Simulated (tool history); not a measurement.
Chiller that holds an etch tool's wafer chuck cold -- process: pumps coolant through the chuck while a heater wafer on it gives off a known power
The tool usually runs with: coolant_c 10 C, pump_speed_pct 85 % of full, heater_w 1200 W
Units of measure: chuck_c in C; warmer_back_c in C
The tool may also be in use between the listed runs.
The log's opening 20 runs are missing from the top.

run    hour  coolant_c  pump_speed_pct  heater_w  chuck_c  warmer_back_c
 21   857.3          0              64      1148     13.8           3.25
 22   901.1         10              62      1200     24.9           3.53
 23   931.4         10              63       888     20.8           2.54
 24   980.4          3              63      1442     20.7           4.16
 25  1010.9         16              63      1442     33.6           4.14
 26  1038.5          7              97       932     15.2           1.78
 27  1085.3         11              61      1146     25.2           3.43
 28  1142.6         12              87      1176     23.3           2.50
 29  1176.5         13              60       780     22.7           2.37
 30  1203.5         10              85       982     19.8           2.11
 31  1236.1         14              93       942     22.6           1.85

Below are 4 alternative next runs, each starting from the tool's condition after run 31. Predict each:
  A  1296.1         19              93      1200        ?              ?
  B  1296.1         14              99       942        ?              ?
  C  1296.1         16              66       942        ?              ?
  D  1296.1         18              71      1541        ?              ?

run  chuck_c  warmer_back_c
  A     30.2           2.38
  B     22.3           1.71
  C     27.0           2.55
  D     35.6           3.94
Stripped of hidden state, with their random variation kept, the same runs would have yielded:
run  chuck_c  warmer_back_c
  A     29.4           2.26
  B     21.8           1.63
  C     26.2           2.42
  D     34.2           3.75

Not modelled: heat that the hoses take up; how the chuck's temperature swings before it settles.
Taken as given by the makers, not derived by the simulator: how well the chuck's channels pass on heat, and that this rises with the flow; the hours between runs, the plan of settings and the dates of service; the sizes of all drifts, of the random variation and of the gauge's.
